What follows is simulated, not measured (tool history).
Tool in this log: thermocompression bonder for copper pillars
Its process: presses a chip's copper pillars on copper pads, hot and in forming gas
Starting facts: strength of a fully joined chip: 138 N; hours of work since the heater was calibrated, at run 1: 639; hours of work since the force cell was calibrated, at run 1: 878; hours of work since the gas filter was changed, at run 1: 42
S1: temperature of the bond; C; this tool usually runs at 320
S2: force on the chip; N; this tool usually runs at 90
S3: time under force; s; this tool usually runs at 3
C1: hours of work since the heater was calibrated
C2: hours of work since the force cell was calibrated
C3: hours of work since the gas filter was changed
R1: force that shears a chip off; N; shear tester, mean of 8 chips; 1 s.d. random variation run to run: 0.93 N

Run 1, day 0.000: usual settings; C1 639; C2 878; C3 42. Result: R1 73.4 N.
Run 2, day 3.688: usual settings; C1 704; C2 943; C3 107. Result: R1 71.1 N.
Run 3, day 7.208: usual settings but S2 106 N; C1 766; C2 1005; C3 170. Result: R1 74.1 N.
Run 4, day 9.042: usual settings but S3 5 s; C1 799; C2 1038; C3 202. Result: R1 77.9 N.
Run 5, day 10.788: usual settings but S3 5 s; C1 830; C2 1069; C3 233. Result: R1 76.7 N.
At day 11.146: forming gas filter changed.
Run 6, day 12.883: usual settings but S3 2 s; C1 866; C2 1105; C3 31. Result: R1 64.2 N.
Run 7, day 15.358: usual settings; C1 910; C2 1149; C3 74. Result: R1 71.6 N.
Run 8, day 19.621: usual settings but S3 6 s; C1 986; C2 1224; C3 150. Result: R1 85.3 N.
Run 9, day 22.679: usual settings but S3 6 s; C1 1040; C2 1278; C3 204. Result: R1 82.3 N.
At day 24.758: forming gas filter changed.
At day 25.400: heater calibrated with a thermocouple chip.
Run 10, day 25.938: usual settings; C1 10; C2 1334; C3 19. Result: R1 80.9 N.
Run 11, day 28.367: usual settings; C1 52; C2 1377; C3 62. Result: R1 78.3 N.
Run 12, day 31.042: usual settings but S3 2 s; C1 100; C2 1424; C3 110. Result: R1 66.0 N.
At day 31.417: force cell calibrated.
Run 13, day 34.388: usual settings but S3 2 s; C1 158; C2 53; C3 168. Result: R1 65.6 N.
Run 14, day 36.975: usual settings; C1 204; C2 98; C3 213. Result: R1 72.7 N.
At day 38.479: forming gas filter changed.
Run 15, day 39.404: usual settings; C1 246; C2 141; C3 16. Result: R1 81.3 N.
Run 16, day 42.579: usual settings; C1 302; C2 197; C3 72. Result: R1 76.2 N.
Run 17, day 45.700: usual settings; C1 358; C2 252; C3 128. Result: R1 74.1 N.
Run 18, day 49.692: usual settings but S1 347 C, S2 83 N, S3 8 s; C1 428; C2 323; C3 198. Result: R1 104.8 N.
At day 51.812: force cell calibrated, once more.
Run 19, day 51.962: usual settings but S2 69 N, S3 6 s; C1 467; C2 3; C3 237. Result: R1 69.1 N.

Expected results for the next run?
At day 52.333: forming gas filter changed.
Run 20, day 54.162: usual settings but S1 302 C, S2 59 N; C1 506; C2 41; C3 32. Result: R1 ?.

R1: 44.3 N
Had the tool carried no hidden state, the very same run would have given R1 49.3 N.

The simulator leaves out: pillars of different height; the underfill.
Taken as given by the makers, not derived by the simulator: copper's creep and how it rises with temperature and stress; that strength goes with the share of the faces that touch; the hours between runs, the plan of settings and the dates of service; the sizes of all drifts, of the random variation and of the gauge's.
